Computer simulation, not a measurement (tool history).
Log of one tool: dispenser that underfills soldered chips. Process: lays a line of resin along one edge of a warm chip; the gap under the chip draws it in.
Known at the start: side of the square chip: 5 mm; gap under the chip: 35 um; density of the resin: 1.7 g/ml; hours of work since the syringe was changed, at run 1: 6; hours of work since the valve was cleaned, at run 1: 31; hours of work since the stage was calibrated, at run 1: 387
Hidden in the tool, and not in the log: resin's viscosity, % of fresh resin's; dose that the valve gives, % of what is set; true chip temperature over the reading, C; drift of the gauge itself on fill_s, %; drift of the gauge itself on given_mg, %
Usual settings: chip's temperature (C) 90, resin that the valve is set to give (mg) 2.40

run   hour  chip's temperature (C)  resin that the valve is set to give (mg)  hours of work since the syringe was changed  hours of work since the valve was cleaned  hours of work since the stage was calibrated  time until the resin shows at the far edge (s)  resin that the valve gave (mg)
  1    0.0                      90                                      2.40                                            6                                         31                                           387                                            19.1                           2.371
       5.3  -- new syringe of resin
  2    9.1                      90                                      2.40                                            3                                         38                                           394                                            15.6                           2.365
      18.7  -- new syringe of resin
  3   24.2                      90                                      2.19                                            4                                         50                                           406                                            16.7                           2.141
      31.9  -- new syringe of resin
  4   33.3                      90                                      2.19                                            1                                         57                                           413                                            12.7                           2.138
  5   41.0                      90                                      2.19                                            7                                         63                                           419                                            22.1                           2.139
      45.2  -- new syringe of resin
  6   54.9                      90                                      2.19                                            8                                         74                                           430                                            23.9                           2.113
      58.5  -- new syringe of resin
  7   61.9                      90                                      2.19                                            3                                         79                                           435                                            15.2                           2.117
      69.3  -- dispensing valve cleaned and set on the balance
      72.7  -- new syringe of resin
  8   78.1                      90                                      2.25                                            4                                          7                                           447                                            17.5                           2.238
      86.6  -- new syringe of resin
  9   87.3                      90                                      2.25                                            1                                         14                                           454                                            12.9                           2.238
 10   94.9                      90                                      2.25                                            7                                         20                                           460                                            20.3                           2.220
     100.0  -- new syringe of resin
 11  103.7                      90                                      2.25                                            3                                         27                                           467                                            15.0                           2.214
 12  110.5                      90                                      2.25                                            8                                         32                                           472                                            24.1                           2.210
     113.6  -- new syringe of resin
 13  117.3                      90                                      2.25                                            3                                         37                                           478                                            15.0                           2.216
     126.6  -- new syringe of resin
 14  128.3                      90                                      2.25                                            1                                         46                                           486                                            13.0                           2.201
     139.8  -- new syringe of resin
     140.8  -- stage's temperature calibrated
 15  142.8                      78                                      2.15                                            2                                         56                                             2                                            24.8                           2.098
 16  150.5                      91                                      2.82                                            8                                         63                                             8                                            22.8                           2.740
     153.9  -- new syringe of resin
 17  161.6                      91                                      2.82                                            6                                         71                                            16                                            20.6                           2.715
     168.1  -- new syringe of resin
 18  174.0                      91                                      2.82                                            5                                         81                                            26                                            18.6                           2.715
     179.3  -- dispensing valve cleaned and set on the balance
     182.7  -- new syringe of resin
 19  189.9                      94                                      2.29                                            6                                          8                                            38                                            16.9                           2.285
     196.4  -- new syringe of resin
 20  203.1                      94                                      2.15                                            5                                         19                                            48                                            17.7                           2.134
     209.7  -- new syringe of resin
 21  214.2                      90                                      2.61                                            4                                         27                                            57                                            17.3                           2.580
     222.7  -- new syringe of resin
 22  222.7                      90                                      2.61                                            0                                         34                                            63                                            13.1                           2.577
     235.6  -- new syringe of resin
 23  235.6                      90                                      2.61                                            0                                         44                                            73                                            12.0                           2.565
     248.7  -- new syringe of resin
 24  248.7                      90                                      2.09                                            0                                         54                                            83                                            13.3                           2.050
     262.3  -- new syringe of resin
 25  263.8                      90                                      2.49                                            1                                         66                                            95                                            14.5                           2.424
     275.6  -- new syringe of resin
 26  277.6                      80                                      2.71                                            2                                         77                                           106                                            21.8                           2.610
     288.0  -- dispensing valve cleaned and set on the balance
 27  288.7                      75                                      2.71                                           10                                          1                                           114                                            54.1                           2.701

Forecast each of these 3 alternatives for the next run:
     290.1  -- new syringe of resin
  A  301.8                      82                                      3.05                                            9                                         11                                           124                                               ?                               ?
     290.1  -- new syringe of resin
  B  301.8                      75                                      2.26                                            9                                         11                                           124                                               ?                               ?
     290.1  -- new syringe of resin
  C  301.8                      94                                      2.71                                            9                                         11                                           124                                               ?                               ?

run  time until the resin shows at the far edge (s)  resin that the valve gave (mg)
  A                                            38.1                           3.023
  B                                            53.3                           2.243
  C                                            23.5                           2.696
Without the tool's hidden state the same runs would have given:
run  time until the resin shows at the far edge (s)  resin that the valve gave (mg)
  A                                            18.0                           3.045
  B                                            25.3                           2.260
  C                                            11.0                           2.716
